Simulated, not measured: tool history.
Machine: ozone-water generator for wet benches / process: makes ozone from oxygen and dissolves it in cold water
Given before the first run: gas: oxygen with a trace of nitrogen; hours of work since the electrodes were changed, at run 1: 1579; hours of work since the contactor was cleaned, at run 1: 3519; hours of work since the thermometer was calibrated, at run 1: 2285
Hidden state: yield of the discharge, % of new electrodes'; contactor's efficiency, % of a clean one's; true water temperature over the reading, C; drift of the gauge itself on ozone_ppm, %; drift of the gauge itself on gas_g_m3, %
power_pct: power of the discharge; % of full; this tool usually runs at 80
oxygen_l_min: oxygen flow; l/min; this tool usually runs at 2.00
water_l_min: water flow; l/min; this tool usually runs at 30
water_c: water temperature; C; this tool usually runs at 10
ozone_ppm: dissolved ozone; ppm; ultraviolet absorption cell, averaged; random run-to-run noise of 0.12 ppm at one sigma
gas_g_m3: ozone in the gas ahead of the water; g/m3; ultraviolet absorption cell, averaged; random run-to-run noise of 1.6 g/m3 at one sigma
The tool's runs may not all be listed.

run,hour,power_pct,oxygen_l_min,water_l_min,water_c,hours of work since the electrodes were changed,hours of work since the contactor was cleaned,hours of work since the thermometer was calibrated,ozone_ppm,gas_g_m3
1,0.0,80,2.00,30,10,1579,3519,2285,10.8,285.4
2,75.3,80,2.00,30,10,1647,3587,2353,10.8,286.7
3,131.1,80,1.76,30,10,1697,3636,2402,10.6,308.4
4,186.0,80,2.00,40,10,1746,3686,2452,8.3,282.4
5,262.0,80,1.33,30,10,1814,3753,2519,9.9,372.9
6,298.0,97,1.33,30,10,1846,3786,2552,11.0,413.1
7,354.4,80,2.00,30,6,1896,3836,2602,11.1,279.9
8,394.0,48,2.00,30,10,1932,3871,2637,8.1,211.3
9,442.9,48,2.00,30,10,1975,3915,2681,8.0,212.1
10,492.2,48,2.00,30,12,2019,3959,2725,7.9,210.9
11,555.0,48,2.00,30,12,2075,4015,2781,8.0,211.3
12,635.9,80,2.00,30,9,2148,4088,2854,10.7,282.9
13,694.6,80,2.00,30,9,2200,4140,2906,10.6,283.6
14,759.8,84,2.00,30,10,2259,4198,2964,11.1,291.8
15,831.4,47,2.00,30,6,2323,4262,3028,8.1,206.4
16,896.7,61,1.61,26,17,2381,4321,3087,9.8,275.7
17,953.3,61,1.61,26,17,2431,4371,3137,9.7,278.1
18,1020.1,61,1.61,26,7,2491,4431,3197,10.2,276.7
19,1060.5,61,1.83,30,10,2527,4467,3233,8.8,255.0
# hour 1066.0: water thermometer calibrated
20,1105.5,46,1.28,29,17,2567,4507,35,7.0,275.6
21,1180.8,46,1.33,29,17,2634,4574,103,7.2,269.0
22,1260.2,46,1.33,29,17,2705,4645,174,7.4,269.3
23,1319.7,46,1.33,29,17,2759,4698,227,7.0,268.6
# hour 1346.5: water thermometer calibrated, once more
24,1355.7,80,1.36,31,11,2790,4730,8,9.2,358.2
25,1435.3,80,1.36,31,11,2861,4801,79,9.3,360.2
26,1490.0,80,3.40,19,11,2910,4850,128,17.1,195.3
27,1570.0,49,2.00,40,10,2982,4922,200,5.8,209.8
28,1633.1,80,2.94,30,10,3038,4978,256,11.1,214.0

Consider 3 possible next runs. They are alternatives, not a sequence: every one starts from the tool as it was left by run 28. What does each give?
A,1701.7,47,1.50,30,10,3100,5040,318,?,?
B,1701.7,80,1.22,30,10,3100,5040,318,?,?
C,1701.7,41,2.00,21,10,3100,5040,318,?,?

run,ozone_ppm,gas_g_m3
A,7.2,247.4
B,9.2,386.4
C,10.1,191.8
The same runs, with their run-to-run variation unchanged, on a tool lacking any hidden condition would have given:
run,ozone_ppm,gas_g_m3
A,8.0,258.1
B,10.5,410.1
C,11.2,199.2
